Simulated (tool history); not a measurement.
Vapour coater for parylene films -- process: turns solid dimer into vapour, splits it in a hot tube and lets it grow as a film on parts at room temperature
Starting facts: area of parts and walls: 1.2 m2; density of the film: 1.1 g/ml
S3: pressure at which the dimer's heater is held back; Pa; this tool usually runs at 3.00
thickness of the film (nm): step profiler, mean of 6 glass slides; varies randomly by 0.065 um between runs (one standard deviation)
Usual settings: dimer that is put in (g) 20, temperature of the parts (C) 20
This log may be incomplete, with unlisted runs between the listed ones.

run 1 hour=0.0 | dimer_that_is_put_in_(g)=20 temperature_of_the_parts_(C)=20 S3=3.00 | thickness_of_the_film_(nm)=7410
run 2 hour=13.5 | dimer_that_is_put_in_(g)=20 temperature_of_the_parts_(C)=20 S3=3.00 | thickness_of_the_film_(nm)=7380
run 3 hour=23.4 | dimer_that_is_put_in_(g)=20 temperature_of_the_parts_(C)=18 S3=3.00 | thickness_of_the_film_(nm)=7740
run 4 hour=40.7 | dimer_that_is_put_in_(g)=20 temperature_of_the_parts_(C)=18 S3=3.00 | thickness_of_the_film_(nm)=7650
run 5 hour=48.8 | dimer_that_is_put_in_(g)=20 temperature_of_the_parts_(C)=20 S3=2.05 | thickness_of_the_film_(nm)=7990
run 6 hour=64.3 | dimer_that_is_put_in_(g)=20 temperature_of_the_parts_(C)=20 S3=3.00 | thickness_of_the_film_(nm)=7160
run 7 hour=74.2 | dimer_that_is_put_in_(g)=20 temperature_of_the_parts_(C)=20 S3=3.00 | thickness_of_the_film_(nm)=7250
run 8 hour=82.4 | dimer_that_is_put_in_(g)=20 temperature_of_the_parts_(C)=20 S3=3.00 | thickness_of_the_film_(nm)=7180
run 9 hour=91.5 | dimer_that_is_put_in_(g)=20 temperature_of_the_parts_(C)=20 S3=3.00 | thickness_of_the_film_(nm)=7160
run 10 hour=99.3 | dimer_that_is_put_in_(g)=20 temperature_of_the_parts_(C)=20 S3=3.00 | thickness_of_the_film_(nm)=7090
run 11 hour=107.9 | dimer_that_is_put_in_(g)=20 temperature_of_the_parts_(C)=20 S3=3.00 | thickness_of_the_film_(nm)=7100
run 12 hour=117.2 | dimer_that_is_put_in_(g)=20 temperature_of_the_parts_(C)=20 S3=3.00 | thickness_of_the_film_(nm)=7040
run 13 hour=124.7 | dimer_that_is_put_in_(g)=20 temperature_of_the_parts_(C)=22 S3=3.00 | thickness_of_the_film_(nm)=6650
run 14 hour=133.5 | dimer_that_is_put_in_(g)=20 temperature_of_the_parts_(C)=20 S3=3.00 | thickness_of_the_film_(nm)=6940
-- hour=138.2 trap's valve overhauled
run 15 hour=153.9 | dimer_that_is_put_in_(g)=20 temperature_of_the_parts_(C)=30 S3=3.15 | thickness_of_the_film_(nm)=5310
run 16 hour=162.0 | dimer_that_is_put_in_(g)=20 temperature_of_the_parts_(C)=15 S3=4.60 | thickness_of_the_film_(nm)=6940
-- hour=170.8 trap's valve overhauled, once more
run 17 hour=174.3 | dimer_that_is_put_in_(g)=9 temperature_of_the_parts_(C)=16 S3=2.42 | thickness_of_the_film_(nm)=4060
run 18 hour=189.8 | dimer_that_is_put_in_(g)=9 temperature_of_the_parts_(C)=16 S3=2.42 | thickness_of_the_film_(nm)=3990
run 19 hour=198.9 | dimer_that_is_put_in_(g)=9 temperature_of_the_parts_(C)=27 S3=3.55 | thickness_of_the_film_(nm)=2810
run 20 hour=214.4 | dimer_that_is_put_in_(g)=22 temperature_of_the_parts_(C)=16 S3=2.20 | thickness_of_the_film_(nm)=9900
run 21 hour=228.4 | dimer_that_is_put_in_(g)=27 temperature_of_the_parts_(C)=14 S3=2.20 | thickness_of_the_film_(nm)=12580
run 22 hour=241.3 | dimer_that_is_put_in_(g)=15 temperature_of_the_parts_(C)=21 S3=9.15 | thickness_of_the_film_(nm)=4290
run 23 hour=255.0 | dimer_that_is_put_in_(g)=15 temperature_of_the_parts_(C)=21 S3=9.15 | thickness_of_the_film_(nm)=4140
run 24 hour=266.4 | dimer_that_is_put_in_(g)=15 temperature_of_the_parts_(C)=21 S3=9.15 | thickness_of_the_film_(nm)=4340
run 25 hour=278.0 | dimer_that_is_put_in_(g)=20 temperature_of_the_parts_(C)=20 S3=9.70 | thickness_of_the_film_(nm)=5690
run 26 hour=285.2 | dimer_that_is_put_in_(g)=14 temperature_of_the_parts_(C)=18 S3=10.54 | thickness_of_the_film_(nm)=4120
run 27 hour=297.2 | dimer_that_is_put_in_(g)=11 temperature_of_the_parts_(C)=15 S3=4.87 | thickness_of_the_film_(nm)=4100

What does the tool deliver on the next run?
run 28 hour=311.2 | dimer_that_is_put_in_(g)=20 temperature_of_the_parts_(C)=20 S3=8.12 | thickness_of_the_film_(nm)=?

thickness of the film (nm): 5770
Minus the tool's unlogged condition, the same run would have read thickness of the film (nm) 6130.
